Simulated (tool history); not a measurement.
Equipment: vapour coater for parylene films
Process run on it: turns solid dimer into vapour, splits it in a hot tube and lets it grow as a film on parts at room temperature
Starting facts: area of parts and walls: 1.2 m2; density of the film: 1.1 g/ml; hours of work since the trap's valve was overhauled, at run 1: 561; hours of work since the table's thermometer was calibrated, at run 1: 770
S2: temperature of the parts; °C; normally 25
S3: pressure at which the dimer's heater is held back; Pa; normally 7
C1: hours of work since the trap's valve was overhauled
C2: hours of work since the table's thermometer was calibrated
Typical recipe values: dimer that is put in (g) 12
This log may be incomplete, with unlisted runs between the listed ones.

{"run": 1, "day": 0.0, "dimer that is put in (g)": 12, "S2": 25, "S3": 7, "C1": 561, "C2": 770, "thickness of the film (µm)": 5.23}
{"run": 2, "day": 1.142, "dimer that is put in (g)": 12, "S2": 25, "S3": 7, "C1": 584, "C2": 793, "thickness of the film (µm)": 5.19}
{"run": 3, "day": 1.833, "dimer that is put in (g)": 12, "S2": 25, "S3": 2.2, "C1": 598, "C2": 807, "thickness of the film (µm)": 5.86}
{"run": 4, "day": 2.375, "dimer that is put in (g)": 13, "S2": 25, "S3": 7, "C1": 608, "C2": 817, "thickness of the film (µm)": 5.59}
{"run": 5, "day": 3.304, "dimer that is put in (g)": 13, "S2": 25, "S3": 7, "C1": 627, "C2": 836, "thickness of the film (µm)": 5.64}
{"run": 6, "day": 4.433, "dimer that is put in (g)": 13, "S2": 25, "S3": 7, "C1": 650, "C2": 859, "thickness of the film (µm)": 5.51}
{"run": 7, "day": 4.917, "dimer that is put in (g)": 12, "S2": 25, "S3": 3.3, "C1": 659, "C2": 868, "thickness of the film (µm)": 5.48}
{"run": 8, "day": 5.904, "dimer that is put in (g)": 12, "S2": 25, "S3": 3.3, "C1": 679, "C2": 888, "thickness of the film (µm)": 5.59}
{"day": 6.358, "done": "trap's valve overhauled"}
{"run": 9, "day": 6.858, "dimer that is put in (g)": 12, "S2": 25, "S3": 3.3, "C1": 10, "C2": 904, "thickness of the film (µm)": 6.12}
{"run": 10, "day": 7.812, "dimer that is put in (g)": 12, "S2": 25, "S3": 3.3, "C1": 29, "C2": 923, "thickness of the film (µm)": 6.13}
{"run": 11, "day": 8.929, "dimer that is put in (g)": 12, "S2": 25, "S3": 3.3, "C1": 51, "C2": 945, "thickness of the film (µm)": 6.1}
{"run": 12, "day": 10.075, "dimer that is put in (g)": 6, "S2": 25, "S3": 7, "C1": 74, "C2": 968, "thickness of the film (µm)": 2.82}
{"run": 13, "day": 10.542, "dimer that is put in (g)": 12, "S2": 25, "S3": 2.15, "C1": 84, "C2": 978, "thickness of the film (µm)": 6.37}
{"run": 14, "day": 11.396, "dimer that is put in (g)": 12, "S2": 25, "S3": 2.15, "C1": 101, "C2": 995, "thickness of the film (µm)": 6.22}
{"run": 15, "day": 12.142, "dimer that is put in (g)": 12, "S2": 25, "S3": 7, "C1": 116, "C2": 1010, "thickness of the film (µm)": 5.5}
{"run": 16, "day": 13.025, "dimer that is put in (g)": 8, "S2": 25, "S3": 7, "C1": 133, "C2": 1027, "thickness of the film (µm)": 3.66}
{"run": 17, "day": 13.492, "dimer that is put in (g)": 6, "S2": 25, "S3": 7, "C1": 143, "C2": 1037, "thickness of the film (µm)": 2.74}
{"run": 18, "day": 14.0, "dimer that is put in (g)": 12, "S2": 25, "S3": 4.68, "C1": 153, "C2": 1047, "thickness of the film (µm)": 5.8}
{"run": 19, "day": 14.521, "dimer that is put in (g)": 12, "S2": 25, "S3": 5.27, "C1": 163, "C2": 1057, "thickness of the film (µm)": 5.63}
{"run": 20, "day": 15.183, "dimer that is put in (g)": 12, "S2": 25, "S3": 5.08, "C1": 177, "C2": 1070, "thickness of the film (µm)": 5.7}
{"run": 21, "day": 15.771, "dimer that is put in (g)": 12, "S2": 25, "S3": 5.08, "C1": 188, "C2": 1082, "thickness of the film (µm)": 5.65}
{"run": 22, "day": 16.696, "dimer that is put in (g)": 12, "S2": 25, "S3": 7, "C1": 207, "C2": 1101, "thickness of the film (µm)": 5.45}
{"run": 23, "day": 17.304, "dimer that is put in (g)": 12, "S2": 25, "S3": 9.87, "C1": 219, "C2": 1113, "thickness of the film (µm)": 5.24}
{"run": 24, "day": 17.808, "dimer that is put in (g)": 12, "S2": 18, "S3": 2.15, "C1": 229, "C2": 1123, "thickness of the film (µm)": 8.09}
{"run": 25, "day": 18.85, "dimer that is put in (g)": 12, "S2": 18, "S3": 2.15, "C1": 250, "C2": 1144, "thickness of the film (µm)": 8.03}
{"run": 26, "day": 19.421, "dimer that is put in (g)": 12, "S2": 17, "S3": 2.71, "C1": 261, "C2": 1155, "thickness of the film (µm)": 8.26}
{"run": 27, "day": 20.062, "dimer that is put in (g)": 15, "S2": 27, "S3": 2.16, "C1": 274, "C2": 1168, "thickness of the film (µm)": 6.97}
{"run": 28, "day": 20.683, "dimer that is put in (g)": 10, "S2": 25, "S3": 2.16, "C1": 287, "C2": 1181, "thickness of the film (µm)": 5}
{"day": 21.358, "done": "table's thermometer calibrated"}
{"run": 29, "day": 21.525, "dimer that is put in (g)": 10, "S2": 25, "S3": 2.16, "C1": 303, "C2": 3, "thickness of the film (µm)": 5.41}
{"run": 30, "day": 22.2, "dimer that is put in (g)": 10, "S2": 25, "S3": 2.16, "C1": 316, "C2": 17, "thickness of the film (µm)": 5.37}
{"run": 31, "day": 22.758, "dimer that is put in (g)": 19, "S2": 34, "S3": 7.48, "C1": 328, "C2": 28, "thickness of the film (µm)": 6.34}
{"run": 32, "day": 23.588, "dimer that is put in (g)": 7, "S2": 28, "S3": 5.31, "C1": 344, "C2": 45, "thickness of the film (µm)": 2.99}
{"run": 33, "day": 24.733, "dimer that is put in (g)": 19, "S2": 18, "S3": 5.95, "C1": 367, "C2": 68, "thickness of the film (µm)": 11.97}
{"run": 34, "day": 25.221, "dimer that is put in (g)": 19, "S2": 18, "S3": 5.95, "C1": 377, "C2": 77, "thickness of the film (µm)": 12.11}
{"run": 35, "day": 26.133, "dimer that is put in (g)": 19, "S2": 25, "S3": 6.32, "C1": 395, "C2": 96, "thickness of the film (µm)": 9.11}
{"run": 36, "day": 27.012, "dimer that is put in (g)": 12, "S2": 29, "S3": 4.96, "C1": 413, "C2": 113, "thickness of the film (µm)": 4.89}
{"run": 37, "day": 27.583, "dimer that is put in (g)": 14, "S2": 29, "S3": 3.3, "C1": 424, "C2": 125, "thickness of the film (µm)": 6.04}
{"run": 38, "day": 28.554, "dimer that is put in (g)": 14, "S2": 18, "S3": 7.89, "C1": 443, "C2": 144, "thickness of the film (µm)": 8.61}
{"run": 39, "day": 29.042, "dimer that is put in (g)": 14, "S2": 18, "S3": 7.89, "C1": 453, "C2": 154, "thickness of the film (µm)": 8.49}
{"run": 40, "day": 29.996, "dimer that is put in (g)": 9, "S2": 33, "S3": 4.93, "C1": 472, "C2": 173, "thickness of the film (µm)": 3.14}
{"run": 41, "day": 30.817, "dimer that is put in (g)": 12, "S2": 36, "S3": 7, "C1": 489, "C2": 189, "thickness of the film (µm)": 3.58}
{"run": 42, "day": 31.388, "dimer that is put in (g)": 12, "S2": 36, "S3": 7, "C1": 500, "C2": 201, "thickness of the film (µm)": 3.58}
{"run": 43, "day": 32.046, "dimer that is put in (g)": 6, "S2": 21, "S3": 2.88, "C1": 513, "C2": 214, "thickness of the film (µm)": 3.51}
{"run": 44, "day": 32.796, "dimer that is put in (g)": 17, "S2": 28, "S3": 2.94, "C1": 528, "C2": 229, "thickness of the film (µm)": 7.5}
{"run": 45, "day": 33.7, "dimer that is put in (g)": 12, "S2": 29, "S3": 7, "C1": 547, "C2": 247, "thickness of the film (µm)": 4.66}
{"run": 46, "day": 34.35, "dimer that is put in (g)": 5, "S2": 19, "S3": 3.07, "C1": 560, "C2": 260, "thickness of the film (µm)": 3.17}

Pick out some run-to-run changes in thickness of the film (µm). Of each, how much would a tool without hidden state show as well, from the settings, what came in and chance, and how much is left for the hidden state and any gauge scatter not in both results compared?
The hidden state here: vapour lost through the trap's worn valve, %; true temperature of the parts over the reading, C; drift of the gauge itself on film_um, %.
Run 8 -> 9: trap's valve overhauled. thickness of the film (µm) +0.53: hidden state +0.59, all else -0.06.
Run 32 -> 33: dimer that is put in (g) 7 -> 19, S2 28 -> 18, S3 5.31 -> 5.95. thickness of the film (µm) +8.98: hidden state -0.53, all else +9.51.
Run 35 -> 36: dimer that is put in (g) 19 -> 12, S2 25 -> 29, S3 6.32 -> 4.96. thickness of the film (µm) -4.22: hidden state +0.25, all else -4.47.
Run 39 -> 40: dimer that is put in (g) 14 -> 9, S2 18 -> 33, S3 7.89 -> 4.93. thickness of the film (µm) -5.35: hidden state +0.39, all else -5.74.
